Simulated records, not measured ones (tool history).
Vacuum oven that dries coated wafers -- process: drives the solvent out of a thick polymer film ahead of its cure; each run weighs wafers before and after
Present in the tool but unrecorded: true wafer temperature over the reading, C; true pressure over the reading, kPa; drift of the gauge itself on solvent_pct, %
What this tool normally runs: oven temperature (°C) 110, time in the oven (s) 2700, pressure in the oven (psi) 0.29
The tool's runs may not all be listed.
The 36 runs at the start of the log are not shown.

run	hour	oven temperature (°C)	time in the oven (s)	pressure in the oven (psi)	hours of work since the thermocouples were calibrated	hours of work since the vacuum gauge was cleaned of residue	solvent left in the film (%)
37	2255.8	110	3120	0.263	870	1591	1.11
# hour 2265.5: oven's thermocouples calibrated
38	2311.3	98	2160	0.212	26	1622	4.06
39	2395	110	3780	0.239	75	1670	0.9
40	2472.1	110	3780	0.239	119	1714	0.91
41	2523.5	118	1680	0.29	149	1744	1.26
42	2572.1	118	1680	0.29	176	1772	1.26
43	2658.1	118	1380	0.468	226	1822	2.03
44	2744.6	118	1380	0.468	276	1871	2.03
45	2796.3	118	1380	0.468	306	1901	2.03
# hour 2816.8: vacuum gauge cleaned of residue and calibrated
46	2860.4	118	3120	0.29	342	25	0.74
47	2925.8	118	3120	0.29	379	63	0.71
48	2987.8	118	3120	0.29	415	98	0.71

Predict each of these 3 candidate next runs independently; none follows another, all start after run 48:
A	3047.1	119	1860	0.306	449	133	?
B	3047.1	100	2940	0.29	449	133	?
C	3047.1	111	3240	0.155	449	133	?

run	solvent left in the film (%)
A	1.06
B	2.8
C	0.66
With no hidden state in the tool, these same runs would have given:
run	solvent left in the film (%)
A	1.06
B	2.8
C	0.66
